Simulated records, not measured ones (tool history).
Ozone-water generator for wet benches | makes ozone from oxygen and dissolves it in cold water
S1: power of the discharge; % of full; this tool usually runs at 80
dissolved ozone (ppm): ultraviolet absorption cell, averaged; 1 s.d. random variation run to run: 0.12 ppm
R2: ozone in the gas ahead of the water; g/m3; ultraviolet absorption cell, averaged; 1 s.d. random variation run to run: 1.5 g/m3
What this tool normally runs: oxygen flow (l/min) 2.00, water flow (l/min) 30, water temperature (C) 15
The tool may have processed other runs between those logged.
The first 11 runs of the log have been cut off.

Run 12, hour 778.9: usual settings but water flow (l/min) 21. Result: dissolved ozone (ppm) 15.7, R2 289.0 g/m3.
Run 13, hour 862.5: usual settings but water flow (l/min) 21. Result: dissolved ozone (ppm) 16.0, R2 288.7 g/m3.
Run 14, hour 947.7: usual settings. Result: dissolved ozone (ppm) 10.5, R2 287.5 g/m3.
Run 15, hour 1005.5: usual settings. Result: dissolved ozone (ppm) 10.8, R2 289.1 g/m3.
Run 16, hour 1089.9: usual settings but oxygen flow (l/min) 2.36. Result: dissolved ozone (ppm) 11.4, R2 264.3 g/m3.
Run 17, hour 1167.6: usual settings. Result: dissolved ozone (ppm) 10.8, R2 290.1 g/m3.
At hour 1209.8: contactor cleaned.
Run 18, hour 1215.5: usual settings but water temperature (C) 11. Result: dissolved ozone (ppm) 11.1, R2 290.5 g/m3.
Run 19, hour 1275.2: usual settings but water flow (l/min) 42, water temperature (C) 11. Result: dissolved ozone (ppm) 7.2, R2 288.2 g/m3.
Run 20, hour 1334.1: usual settings but oxygen flow (l/min) 2.02, water flow (l/min) 42, water temperature (C) 11. Result: dissolved ozone (ppm) 7.3, R2 286.9 g/m3.
Run 21, hour 1419.7: usual settings but water flow (l/min) 21, water temperature (C) 21. Result: dissolved ozone (ppm) 15.0, R2 289.5 g/m3.
Run 22, hour 1475.6: usual settings but water flow (l/min) 21, water temperature (C) 21. Result: dissolved ozone (ppm) 15.3, R2 286.8 g/m3.
Run 23, hour 1563.2: usual settings but water flow (l/min) 21, water temperature (C) 21. Result: dissolved ozone (ppm) 15.6, R2 286.3 g/m3.
Run 24, hour 1640.3: usual settings but water flow (l/min) 21, water temperature (C) 21. Result: dissolved ozone (ppm) 15.5, R2 290.3 g/m3.
Run 25, hour 1718.3: usual settings but water flow (l/min) 21, water temperature (C) 21. Result: dissolved ozone (ppm) 15.3, R2 288.4 g/m3.
Run 26, hour 1764.7: usual settings but water flow (l/min) 21, water temperature (C) 21. Result: dissolved ozone (ppm) 15.3, R2 291.2 g/m3.
Run 27, hour 1816.9: usual settings but water flow (l/min) 21, water temperature (C) 21. Result: dissolved ozone (ppm) 15.2, R2 291.0 g/m3.
Run 28, hour 1859.5: usual settings but S1 47 % of full, oxygen flow (l/min) 1.28, water flow (l/min) 27. Result: dissolved ozone (ppm) 6.9, R2 245.4 g/m3.
Run 29, hour 1939.1: usual settings but S1 47 % of full, oxygen flow (l/min) 1.28, water flow (l/min) 27. Result: dissolved ozone (ppm) 6.9, R2 244.6 g/m3.
Run 30, hour 2016.4: usual settings but S1 47 % of full, oxygen flow (l/min) 1.28, water flow (l/min) 27. Result: dissolved ozone (ppm) 6.9, R2 245.1 g/m3.
Run 31, hour 2067.7: usual settings but S1 47 % of full, oxygen flow (l/min) 1.28, water flow (l/min) 27. Result: dissolved ozone (ppm) 6.9, R2 242.1 g/m3.
Run 32, hour 2125.6: usual settings but S1 47 % of full, oxygen flow (l/min) 1.28, water flow (l/min) 27. Result: dissolved ozone (ppm) 6.9, R2 245.2 g/m3.
Run 33, hour 2201.3: usual settings but S1 47 % of full, oxygen flow (l/min) 1.73, water flow (l/min) 27. Result: dissolved ozone (ppm) 7.4, R2 204.7 g/m3.

Predict each of these 4 candidate next runs independently; none follows another, all start after run 33:
Run A, hour 2299.2: usual settings but S1 86 % of full, oxygen flow (l/min) 1.89, water flow (l/min) 27, water temperature (C) 7. Result: dissolved ozone (ppm) ?, R2 ?.
Run B, hour 2299.2: usual settings but S1 98 % of full. Result: dissolved ozone (ppm) ?, R2 ?.
Run C, hour 2299.2: usual settings but S1 55 % of full, oxygen flow (l/min) 1.35, water temperature (C) 16. Result: dissolved ozone (ppm) ?, R2 ?.
Run D, hour 2299.2: usual settings but S1 49 % of full, water temperature (C) 9. Result: dissolved ozone (ppm) ?, R2 ?.

run  dissolved ozone (ppm)     R2
  A                   13.1  315.7
  B                   12.5  339.2
  C                    6.9  268.5
  D                    7.5  193.6
With the hidden condition removed and each run's random variation left untouched, the same runs would have given:
run  dissolved ozone (ppm)     R2
  A                   13.1  316.0
  B                   12.6  339.6
  C                    6.9  268.7
  D                    7.5  193.7

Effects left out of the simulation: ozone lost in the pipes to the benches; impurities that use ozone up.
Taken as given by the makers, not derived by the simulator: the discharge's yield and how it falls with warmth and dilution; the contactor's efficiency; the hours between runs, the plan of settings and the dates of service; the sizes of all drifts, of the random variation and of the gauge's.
